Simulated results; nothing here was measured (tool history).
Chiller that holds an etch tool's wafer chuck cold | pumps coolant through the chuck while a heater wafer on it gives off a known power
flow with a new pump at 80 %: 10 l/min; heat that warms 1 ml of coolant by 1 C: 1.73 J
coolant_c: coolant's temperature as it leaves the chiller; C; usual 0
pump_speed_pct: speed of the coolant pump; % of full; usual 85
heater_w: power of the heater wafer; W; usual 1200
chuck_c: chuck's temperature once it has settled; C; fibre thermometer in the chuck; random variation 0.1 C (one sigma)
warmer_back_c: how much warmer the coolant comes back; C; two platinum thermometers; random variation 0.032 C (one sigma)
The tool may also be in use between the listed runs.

run	hour	coolant_c	pump_speed_pct	heater_w	chuck_c	warmer_back_c
1	0.0	0	85	1200	9.0	4.02
2	27.0	0	85	1200	9.1	3.96
3	58.4	0	85	1200	9.3	3.99
4	73.2	0	69	1200	10.9	4.96
5	96.0	0	69	1200	11.1	4.99
6	126.6	0	85	1027	7.7	3.45
7	143.6	0	85	1027	8.0	3.47
8	175.0	-7	85	1200	2.3	3.98
# hour 178.8: chiller's thermometer calibrated
9	194.0	-7	85	1599	5.6	5.36
10	210.6	8	85	1200	17.3	3.99
11	240.3	8	85	1200	17.4	4.01
12	267.5	8	85	1200	17.6	4.03
13	289.3	8	85	1200	17.6	4.07
# hour 296.8: coolant pump overhauled
14	324.3	8	85	1200	17.3	4.09
15	346.3	8	85	1200	17.6	4.12
16	379.8	8	85	1200	17.5	4.08
17	407.8	-2	60	707	5.8	3.37
18	429.1	-2	60	707	5.5	3.39
19	458.2	4	90	1435	14.7	4.61
20	485.1	4	90	1435	15.1	4.65
# hour 505.0: coolant pump overhauled, once more
21	521.3	-1	69	612	4.6	2.39
22	543.8	-1	69	612	4.6	2.44
23	570.5	4	85	1234	13.7	4.00
24	591.5	4	85	1234	13.4	4.02
25	612.5	4	85	1234	13.6	3.99
26	646.0	-7	85	1234	2.6	4.01
27	678.7	7	68	1223	18.4	4.97
28	705.7	-10	69	1396	2.8	5.52
29	723.2	-10	69	1396	3.0	5.50
30	756.7	-2	69	1179	8.7	4.69
31	779.9	-2	69	1179	9.3	4.77

Measured less the same run without the tool's hidden state. The same run-to-run variation is in both; the gauge's scatter may not be:
The hidden state here: heat passed by the chuck's channels, % of clean ones'; flow at a given pump speed, % of a new pump's; coolant's true temperature over the reading, C; drift of the gauge itself on chuck_c, C; drift of the gauge itself on warmer_back_c, C.
run	chuck_c	warmer_back_c
1	+0.4	+0.09
2	+0.4	+0.09
3	+0.5	+0.09
4	+0.5	+0.12
5	+0.6	+0.12
6	+0.3	+0.08
7	+0.3	+0.09
8	+0.5	+0.11
9	+0.8	+0.14
10	+0.6	+0.11
11	+0.7	+0.11
12	+0.7	+0.11
13	+0.7	+0.11
14	+0.7	+0.16
15	+0.8	+0.16
16	+0.8	+0.16
17	+0.6	+0.14
18	+0.6	+0.13
19	+1.0	+0.19
20	+1.0	+0.19
21	+0.2	-0.02
22	+0.2	-0.01
23	+0.4	-0.02
24	+0.5	-0.02
25	+0.5	-0.02
26	+0.5	-0.01
27	+0.7	-0.02
28	+0.7	-0.01
29	+0.7	-0.01
30	+0.6	-0.01
31	+0.6	-0.01

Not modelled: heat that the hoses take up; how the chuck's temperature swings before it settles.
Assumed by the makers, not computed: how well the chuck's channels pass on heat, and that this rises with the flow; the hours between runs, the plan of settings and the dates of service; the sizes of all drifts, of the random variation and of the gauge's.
